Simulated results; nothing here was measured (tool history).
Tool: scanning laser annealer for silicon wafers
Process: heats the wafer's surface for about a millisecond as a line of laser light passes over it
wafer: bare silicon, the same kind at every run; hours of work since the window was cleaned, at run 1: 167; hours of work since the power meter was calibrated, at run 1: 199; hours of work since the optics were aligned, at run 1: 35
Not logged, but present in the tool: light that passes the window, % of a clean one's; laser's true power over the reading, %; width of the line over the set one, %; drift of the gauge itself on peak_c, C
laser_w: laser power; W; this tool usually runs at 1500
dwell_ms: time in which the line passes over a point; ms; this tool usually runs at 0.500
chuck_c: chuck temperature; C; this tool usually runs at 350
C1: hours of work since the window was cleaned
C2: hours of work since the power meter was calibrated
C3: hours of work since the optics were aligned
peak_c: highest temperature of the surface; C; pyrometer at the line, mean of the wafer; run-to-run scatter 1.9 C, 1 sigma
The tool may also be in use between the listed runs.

run 1 hour=0.0 | laser_w=1500 dwell_ms=0.500 chuck_c=350 | C1=167 C2=199 C3=35 | peak_c=1145
run 2 hour=6.4 | laser_w=1500 dwell_ms=0.500 chuck_c=350 | C1=170 C2=202 C3=38 | peak_c=1139
run 3 hour=13.1 | laser_w=1500 dwell_ms=0.500 chuck_c=350 | C1=173 C2=205 C3=41 | peak_c=1143
run 4 hour=23.7 | laser_w=1500 dwell_ms=0.500 chuck_c=350 | C1=178 C2=210 C3=46 | peak_c=1138
run 5 hour=34.6 | laser_w=1323 dwell_ms=0.500 chuck_c=350 | C1=184 C2=216 C3=51 | peak_c=1020
run 6 hour=41.7 | laser_w=1500 dwell_ms=0.500 chuck_c=325 | C1=187 C2=219 C3=55 | peak_c=1115
run 7 hour=51.8 | laser_w=1500 dwell_ms=0.500 chuck_c=336 | C1=192 C2=224 C3=60 | peak_c=1127
run 8 hour=66.1 | laser_w=1500 dwell_ms=0.500 chuck_c=336 | C1=199 C2=231 C3=67 | peak_c=1124
-- hour=71.8 optics aligned, line set to its width
run 9 hour=81.5 | laser_w=1500 dwell_ms=0.500 chuck_c=336 | C1=204 C2=236 C3=5 | peak_c=1119
run 10 hour=91.7 | laser_w=1500 dwell_ms=0.500 chuck_c=324 | C1=209 C2=241 C3=10 | peak_c=1111

Estimate the outcome of run 11 from the log above:
run 11 hour=104.3 | laser_w=1500 dwell_ms=0.505 chuck_c=350 | C1=215 C2=247 C3=16 | peak_c=?

For run 11 the tool returned peak_c 1137 C.
Without the tool's hidden state the same run would have given peak_c 1161 C.
